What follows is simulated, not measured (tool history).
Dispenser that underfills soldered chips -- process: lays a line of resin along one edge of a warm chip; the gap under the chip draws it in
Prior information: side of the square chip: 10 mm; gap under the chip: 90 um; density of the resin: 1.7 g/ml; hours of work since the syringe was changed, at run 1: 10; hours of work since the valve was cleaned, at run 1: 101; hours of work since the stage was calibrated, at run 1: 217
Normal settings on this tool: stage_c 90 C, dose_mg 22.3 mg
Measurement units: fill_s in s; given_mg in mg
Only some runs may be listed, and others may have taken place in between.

run	hour	stage_c	dose_mg	hours of work since the syringe was changed	hours of work since the valve was cleaned	hours of work since the stage was calibrated	fill_s	given_mg
1	0	90	22.3	10	101	217	33.5	21.16
# hour 1.4: new syringe of resin
2	5.2	90	22.3	3	105	220	25.7	21.23
3	11.8	82	22.3	8	110	225	39.2	21.03
# hour 16.3: new syringe of resin
4	18.2	82	22.3	1	114	230	31.7	20.95
5	22.8	82	22.3	5	118	234	34.4	21.11
6	30.1	90	22.3	11	123	239	34.4	21.12
# hour 31.1: new syringe of resin
# hour 33.1: dispensing valve cleaned and set on the balance
7	36	90	22.3	3	2	243	25.5	22.36
8	40.3	90	22.3	6	6	246	28.7	22.41
# hour 46.8: new syringe of resin
9	47.7	90	22.3	1	11	252	24.6	22.17
10	54.2	83	22.3	6	16	257	33.6	22.04
11	60.4	83	22.3	10	21	261	39.9	21.88
# hour 61.5: new syringe of resin
12	66.2	83	22.3	4	25	266	31.6	22.14
13	74.1	83	22.3	10	31	272	40	22.02
# hour 75.9: new syringe of resin
14	78.3	86	22.3	2	34	275	28.1	21.93
15	86.4	79	22.3	8	40	281	41.5	21.86
# hour 90.1: new syringe of resin
16	91.7	79	22.3	1	44	285	33.5	21.76
17	98.9	81	20.7	7	50	290	38.2	20.12
# hour 104.4: new syringe of resin
18	104.4	81	20.7	0	54	294	30.1	20.09
19	112	86	20.7	6	59	300	33.2	19.95
20	117.9	96	19.4	10	64	304	29.4	18.89
# hour 118.6: new syringe of resin
21	125.6	95	19.7	5	70	310	25.2	19.08
22	131.1	84	22	10	74	314	37.6	21.14
# hour 133.3: new syringe of resin
23	140	99	25.6	5	80	321	21.3	24.77
24	146.8	90	22.3	10	86	326	32.5	21.31
# hour 147.6: new syringe of resin
25	154.2	90	22.3	5	91	332	27.6	21.4
# hour 162.4: new syringe of resin
26	162.4	75	23.6	0	97	338	35.7	22.28
27	170.3	75	22.2	6	103	344	43.4	21.07
28	175.6	103	28.1	10	107	348	23	26.68
# hour 177: new syringe of resin
29	181.1	103	28.1	3	111	352	17.8	26.65
30	189	84	28.7	9	117	358	36.3	26.91
# hour 191.9: new syringe of resin
31	195.9	84	28.7	3	122	363	29.9	26.88
# hour 200.1: dispensing valve cleaned and set on the balance
32	205.5	84	28.7	10	4	370	36.8	28.67

Predict each of these 3 candidate next runs independently; none follows another, all start after run 32:
# hour 207.5: new syringe of resin
A	212.4	90	19.2	4	9	375	?	?
# hour 207.5: new syringe of resin
B	212.4	90	23.3	4	9	375	?	?
# hour 207.5: new syringe of resin
C	212.4	85	27.8	4	9	375	?	?

run	fill_s	given_mg
A	27.8	19
B	25.8	23.18
C	29.3	27.7
What these runs would have given with no unlogged condition in the tool:
run	fill_s	given_mg
A	25.4	19.12
B	23.6	23.32
C	26.8	27.87
